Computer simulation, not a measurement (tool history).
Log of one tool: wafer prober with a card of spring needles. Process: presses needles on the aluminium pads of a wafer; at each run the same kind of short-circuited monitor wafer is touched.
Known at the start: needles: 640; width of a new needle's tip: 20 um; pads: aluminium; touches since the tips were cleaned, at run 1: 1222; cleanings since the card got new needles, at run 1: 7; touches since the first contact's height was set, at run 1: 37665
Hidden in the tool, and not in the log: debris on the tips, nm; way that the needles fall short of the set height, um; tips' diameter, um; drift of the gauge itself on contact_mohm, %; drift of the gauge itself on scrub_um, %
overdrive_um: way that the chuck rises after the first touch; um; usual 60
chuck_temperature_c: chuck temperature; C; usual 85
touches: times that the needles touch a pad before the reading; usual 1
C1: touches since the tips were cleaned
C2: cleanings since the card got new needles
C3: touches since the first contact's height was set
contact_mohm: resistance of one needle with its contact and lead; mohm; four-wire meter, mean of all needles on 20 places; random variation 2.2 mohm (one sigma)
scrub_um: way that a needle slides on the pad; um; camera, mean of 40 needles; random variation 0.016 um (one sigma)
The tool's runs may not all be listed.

{"run": 1, "hour": 0.0, "overdrive_um": 60, "chuck_temperature_c": 85, "touches": 1, "C1": 1222, "C2": 7, "C3": 37665, "contact_mohm": 303, "scrub_um": 11.1}
{"hour": 7.5, "done": "tips cleaned on abrasive film"}
{"hour": 19.9, "done": "tips cleaned on abrasive film"}
{"run": 2, "hour": 26.0, "overdrive_um": 60, "chuck_temperature_c": 85, "touches": 1, "C1": 2818, "C2": 9, "C3": 49699, "contact_mohm": 338, "scrub_um": 11.07}
{"hour": 31.0, "done": "tips cleaned on abrasive film"}
{"hour": 43.4, "done": "tips cleaned on abrasive film"}
{"run": 3, "hour": 52.5, "overdrive_um": 60, "chuck_temperature_c": 85, "touches": 1, "C1": 4243, "C2": 11, "C3": 61997, "contact_mohm": 371, "scrub_um": 11.05}
{"hour": 55.1, "done": "tips cleaned on abrasive film"}
{"hour": 65.1, "done": "tips cleaned on abrasive film"}
{"hour": 70.3, "done": "height of the first contact set anew"}
{"hour": 75.3, "done": "tips cleaned on abrasive film"}
{"hour": 87.6, "done": "tips cleaned on abrasive film"}
{"run": 4, "hour": 88.9, "overdrive_um": 60, "chuck_temperature_c": 85, "touches": 1, "C1": 606, "C2": 15, "C3": 8600, "contact_mohm": 282, "scrub_um": 11.2}
{"hour": 98.9, "done": "tips cleaned on abrasive film"}
{"hour": 108.9, "done": "tips cleaned on abrasive film"}
{"hour": 118.9, "done": "tips cleaned on abrasive film"}
{"hour": 131.3, "done": "tips cleaned on abrasive film"}
{"run": 5, "hour": 140.4, "overdrive_um": 60, "chuck_temperature_c": 85, "touches": 1, "C1": 4249, "C2": 19, "C3": 32450, "contact_mohm": 358, "scrub_um": 11.13}
{"hour": 143.0, "done": "tips cleaned on abrasive film"}
{"hour": 153.0, "done": "tips cleaned on abrasive film"}
{"hour": 165.4, "done": "tips cleaned on abrasive film"}
{"hour": 175.4, "done": "tips cleaned on abrasive film"}
{"hour": 187.8, "done": "tips cleaned on abrasive film"}
{"run": 6, "hour": 191.1, "overdrive_um": 60, "chuck_temperature_c": 85, "touches": 1, "C1": 1510, "C2": 24, "C3": 55867, "contact_mohm": 317, "scrub_um": 11.03}
{"hour": 198.6, "done": "tips cleaned on abrasive film"}
{"hour": 208.6, "done": "tips cleaned on abrasive film"}
{"hour": 218.5, "done": "tips cleaned on abrasive film"}
{"hour": 223.8, "done": "height of the first contact set anew"}
{"run": 7, "hour": 225.9, "overdrive_um": 60, "chuck_temperature_c": 85, "touches": 1, "C1": 3283, "C2": 27, "C3": 977, "contact_mohm": 352, "scrub_um": 11.25}
{"hour": 230.9, "done": "tips cleaned on abrasive film"}
{"hour": 240.9, "done": "tips cleaned on abrasive film"}
{"run": 8, "hour": 250.3, "overdrive_um": 60, "chuck_temperature_c": 85, "touches": 1, "C1": 4373, "C2": 29, "C3": 12267, "contact_mohm": 377, "scrub_um": 11.2}
{"hour": 252.8, "done": "tips cleaned on abrasive film"}
{"hour": 265.3, "done": "tips cleaned on abrasive film"}
{"hour": 275.2, "done": "tips cleaned on abrasive film"}
{"hour": 287.6, "done": "tips cleaned on abrasive film"}
{"hour": 300.0, "done": "tips cleaned on abrasive film"}
{"run": 9, "hour": 306.5, "overdrive_um": 60, "chuck_temperature_c": 85, "touches": 1, "C1": 3017, "C2": 34, "C3": 38276, "contact_mohm": 361, "scrub_um": 11.12}
{"hour": 311.5, "done": "tips cleaned on abrasive film"}
{"hour": 321.5, "done": "tips cleaned on abrasive film"}
{"hour": 333.9, "done": "tips cleaned on abrasive film"}
{"hour": 346.4, "done": "tips cleaned on abrasive film"}
{"run": 10, "hour": 348.0, "overdrive_um": 60, "chuck_temperature_c": 85, "touches": 1, "C1": 767, "C2": 38, "C3": 57491, "contact_mohm": 284, "scrub_um": 11.02}
{"hour": 358.0, "done": "tips cleaned on abrasive film"}
{"hour": 368.0, "done": "tips cleaned on abrasive film"}
{"hour": 375.7, "done": "height of the first contact set anew"}
{"hour": 380.7, "done": "tips cleaned on abrasive film"}
{"hour": 390.7, "done": "tips cleaned on abrasive film"}
{"run": 11, "hour": 395.3, "overdrive_um": 60, "chuck_temperature_c": 85, "touches": 3, "C1": 2132, "C2": 42, "C3": 9050, "contact_mohm": 283, "scrub_um": 11.2}
{"hour": 402.8, "done": "tips cleaned on abrasive film"}
{"hour": 412.8, "done": "tips cleaned on abrasive film"}
{"hour": 425.2, "done": "tips cleaned on abrasive film"}
{"hour": 435.1, "done": "tips cleaned on abrasive film"}
{"hour": 447.6, "done": "tips cleaned on abrasive film"}
{"run": 12, "hour": 448.2, "overdrive_um": 60, "chuck_temperature_c": 85, "touches": 1, "C1": 280, "C2": 47, "C3": 33500, "contact_mohm": 275, "scrub_um": 11.08}
{"hour": 458.1, "done": "tips cleaned on abrasive film"}
{"hour": 468.1, "done": "tips cleaned on abrasive film"}
{"hour": 480.6, "done": "tips cleaned on abrasive film"}
{"hour": 490.5, "done": "tips cleaned on abrasive film"}
{"run": 13, "hour": 500.1, "overdrive_um": 60, "chuck_temperature_c": 85, "touches": 1, "C1": 4462, "C2": 51, "C3": 57563, "contact_mohm": 402, "scrub_um": 11.02}
{"hour": 502.7, "done": "tips cleaned on abrasive film"}
{"hour": 512.6, "done": "tips cleaned on abrasive film"}
{"hour": 522.6, "done": "tips cleaned on abrasive film"}
{"hour": 527.9, "done": "height of the first contact set anew"}
{"hour": 532.9, "done": "tips cleaned on abrasive film"}
{"run": 14, "hour": 536.7, "overdrive_um": 60, "chuck_temperature_c": 85, "touches": 1, "C1": 1774, "C2": 55, "C3": 4080, "contact_mohm": 337, "scrub_um": 11.22}
{"hour": 544.2, "done": "tips cleaned on abrasive film"}
{"hour": 554.2, "done": "tips cleaned on abrasive film"}
{"hour": 566.6, "done": "tips cleaned on abrasive film"}
{"hour": 579.1, "done": "tips cleaned on abrasive film"}
{"hour": 589.1, "done": "tips cleaned on abrasive film"}
{"run": 15, "hour": 591.9, "overdrive_um": 60, "chuck_temperature_c": 55, "touches": 2, "C1": 1334, "C2": 60, "C3": 29626, "contact_mohm": 285, "scrub_um": 11.13}
{"hour": 599.4, "done": "tips cleaned on abrasive film"}
{"hour": 609.4, "done": "tips cleaned on abrasive film"}
{"run": 16, "hour": 618.1, "overdrive_um": 45, "chuck_temperature_c": 85, "touches": 1, "C1": 4042, "C2": 62, "C3": 41737, "contact_mohm": 508, "scrub_um": 8.33}
{"hour": 620.6, "done": "tips cleaned on abrasive film"}
{"hour": 633.1, "done": "tips cleaned on abrasive film"}
{"hour": 645.5, "done": "tips cleaned on abrasive film"}
{"hour": 658.0, "done": "tips cleaned on abrasive film"}
{"run": 17, "hour": 662.3, "overdrive_um": 45, "chuck_temperature_c": 85, "touches": 1, "C1": 2002, "C2": 66, "C3": 62188, "contact_mohm": 425, "scrub_um": 8.22}
{"hour": 669.8, "done": "tips cleaned on abrasive film"}
{"hour": 679.8, "done": "tips cleaned on abrasive film"}
{"hour": 680.1, "done": "height of the first contact set anew"}
{"run": 18, "hour": 688.5, "overdrive_um": 49, "chuck_temperature_c": 85, "touches": 2, "C1": 3959, "C2": 68, "C3": 3959, "contact_mohm": 361, "scrub_um": 9.18}
{"hour": 691.1, "done": "tips cleaned on abrasive film"}
{"hour": 703.5, "done": "tips cleaned on abrasive film"}
{"hour": 715.9, "done": "tips cleaned on abrasive film"}
{"run": 19, "hour": 717.2, "overdrive_um": 60, "chuck_temperature_c": 68, "touches": 2, "C1": 606, "C2": 71, "C3": 17193, "contact_mohm": 273, "scrub_um": 11.16}
{"hour": 727.1, "done": "tips cleaned on abrasive film"}
{"hour": 739.5, "done": "tips cleaned on abrasive film"}
{"hour": 752.0, "done": "tips cleaned on abrasive film"}
{"run": 20, "hour": 757.0, "overdrive_um": 60, "chuck_temperature_c": 39, "touches": 1, "C1": 2340, "C2": 74, "C3": 35636, "contact_mohm": 359, "scrub_um": 11.13}
{"hour": 762.0, "done": "tips cleaned on abrasive film"}
{"hour": 774.4, "done": "tips cleaned on abrasive film"}
{"hour": 784.4, "done": "tips cleaned on abrasive film"}
{"hour": 794.3, "done": "tips cleaned on abrasive film"}
{"hour": 806.8, "done": "tips cleaned on abrasive film"}
{"run": 21, "hour": 810.8, "overdrive_um": 60, "chuck_temperature_c": 39, "touches": 1, "C1": 1878, "C2": 79, "C3": 60523, "contact_mohm": 347, "scrub_um": 11.05}
{"hour": 818.3, "done": "tips cleaned on abrasive film"}
{"hour": 830.8, "done": "tips cleaned on abrasive film"}
{"hour": 833.5, "done": "height of the first contact set anew"}
{"hour": 843.5, "done": "tips cleaned on abrasive film"}
{"hour": 855.9, "done": "tips cleaned on abrasive film"}
{"run": 22, "hour": 858.8, "overdrive_um": 60, "chuck_temperature_c": 38, "touches": 2, "C1": 1329, "C2": 83, "C3": 11698, "contact_mohm": 285, "scrub_um": 11.16}
{"hour": 866.2, "done": "tips cleaned on abrasive film"}
{"hour": 876.2, "done": "tips cleaned on abrasive film"}
{"hour": 888.6, "done": "tips cleaned on abrasive film"}
{"run": 23, "hour": 893.3, "overdrive_um": 60, "chuck_temperature_c": 38, "touches": 2, "C1": 2200, "C2": 86, "C3": 27675, "contact_mohm": 304, "scrub_um": 11.17}
{"hour": 900.8, "done": "tips cleaned on abrasive film"}
{"hour": 913.3, "done": "tips cleaned on abrasive film"}
{"hour": 923.3, "done": "tips cleaned on abrasive film"}
{"hour": 933.2, "done": "tips cleaned on abrasive film"}
{"hour": 945.7, "done": "tips cleaned on abrasive film"}
{"run": 24, "hour": 950.1, "overdrive_um": 60, "chuck_temperature_c": 38, "touches": 2, "C1": 2062, "C2": 91, "C3": 53950, "contact_mohm": 303, "scrub_um": 11.1}
{"hour": 957.6, "done": "tips cleaned on abrasive film"}
{"hour": 967.6, "done": "tips cleaned on abrasive film"}
{"hour": 977.6, "done": "tips cleaned on abrasive film"}
{"hour": 985.1, "done": "height of the first contact set anew"}
{"hour": 990.2, "done": "tips cleaned on abrasive film"}
{"run": 25, "hour": 996.3, "overdrive_um": 63, "chuck_temperature_c": 85, "touches": 2, "C1": 2861, "C2": 95, "C3": 5167, "contact_mohm": 313, "scrub_um": 11.8}

Hidden state or all else? Some run-to-run changes of contact_mohm, split into what the settings, what came in and random variation would give without the hidden state, and what is left for the hidden state (with any gauge scatter that isn't in both results):
Run 12 -> 13: tips cleaned on abrasive film, tips cleaned on abrasive film, tips cleaned on abrasive film, tips cleaned on abrasive film. contact_mohm +127 mohm: hidden state +127, all else +0.
Run 15 -> 16: overdrive_um 60 -> 45, chuck_temperature_c 55 -> 85, touches 2 -> 1, tips cleaned on abrasive film, tips cleaned on abrasive film. contact_mohm +223 mohm: hidden state +206, all else +17.

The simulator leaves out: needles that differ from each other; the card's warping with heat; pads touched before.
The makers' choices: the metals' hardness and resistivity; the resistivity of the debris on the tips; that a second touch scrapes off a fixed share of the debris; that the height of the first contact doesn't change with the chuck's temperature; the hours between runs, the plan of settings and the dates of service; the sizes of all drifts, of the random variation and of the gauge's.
